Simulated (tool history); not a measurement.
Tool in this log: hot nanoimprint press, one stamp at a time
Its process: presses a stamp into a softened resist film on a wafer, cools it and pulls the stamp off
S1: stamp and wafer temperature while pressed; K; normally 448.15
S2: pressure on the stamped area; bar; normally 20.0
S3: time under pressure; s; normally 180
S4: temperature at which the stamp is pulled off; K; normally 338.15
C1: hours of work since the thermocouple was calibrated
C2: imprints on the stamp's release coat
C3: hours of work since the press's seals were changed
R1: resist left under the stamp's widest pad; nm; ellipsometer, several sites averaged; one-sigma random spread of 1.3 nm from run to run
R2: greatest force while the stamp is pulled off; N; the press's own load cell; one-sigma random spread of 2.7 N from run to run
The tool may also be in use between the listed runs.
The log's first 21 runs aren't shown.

run 22 hour=735.2 | S1=448.15 S2=14.5 S3=180 S4=338.15 | C1=82 C2=1370 C3=448 | R1=251.2 R2=201
run 23 hour=754.3 | S1=448.15 S2=20.0 S3=275 S4=339.15 | C1=90 C2=1423 C3=457 | R1=188.5 R2=202
run 24 hour=780.0 | S1=456.15 S2=31.0 S3=180 S4=338.15 | C1=102 C2=1494 C3=469 | R1=132.0 R2=203
-- hour=816.0 plate thermocouple calibrated, once more
run 25 hour=819.2 | S1=456.15 S2=31.0 S3=323 S4=340.15 | C1=1 C2=1595 C3=485 | R1=100.4 R2=196
run 26 hour=837.2 | S1=448.15 S2=28.4 S3=129 S4=338.15 | C1=10 C2=1645 C3=493 | R1=189.4 R2=200
-- hour=869.5 stamp cleaned and given a new release coat
run 27 hour=872.7 | S1=448.15 S2=28.4 S3=129 S4=338.15 | C1=23 C2=9 C3=506 | R1=190.4 R2=130
run 28 hour=896.7 | S1=448.15 S2=16.7 S3=201 S4=338.15 | C1=34 C2=76 C3=517 | R1=217.2 R2=140
run 29 hour=928.7 | S1=448.15 S2=16.7 S3=201 S4=338.15 | C1=48 C2=165 C3=532 | R1=218.6 R2=134
run 30 hour=949.8 | S1=448.15 S2=20.0 S3=180 S4=334.15 | C1=58 C2=223 C3=541 | R1=207.7 R2=150
run 31 hour=972.7 | S1=450.15 S2=20.0 S3=180 S4=334.15 | C1=68 C2=287 C3=552 | R1=192.9 R2=154

Branching from run 31: 3 alternative next runs. What would each branch give?
run A hour=1004.4 | S1=448.15 S2=21.0 S3=180 S4=338.15 | C1=82 C2=375 C3=566 | R1=? R2=?
run B hour=1004.4 | S1=450.15 S2=19.0 S3=180 S4=331.15 | C1=82 C2=375 C3=566 | R1=? R2=?
run C hour=1004.4 | S1=450.15 S2=14.4 S3=165 S4=326.15 | C1=82 C2=375 C3=566 | R1=? R2=?

run=A R1=201.5 R2=147
run=B R1=199.2 R2=156
run=C R1=235.8 R2=191
Had the tool no hidden state, the same runs would have come out as:
run=A R1=193.6 R2=129
run=B R1=192.0 R2=138
run=C R1=229.6 R2=169

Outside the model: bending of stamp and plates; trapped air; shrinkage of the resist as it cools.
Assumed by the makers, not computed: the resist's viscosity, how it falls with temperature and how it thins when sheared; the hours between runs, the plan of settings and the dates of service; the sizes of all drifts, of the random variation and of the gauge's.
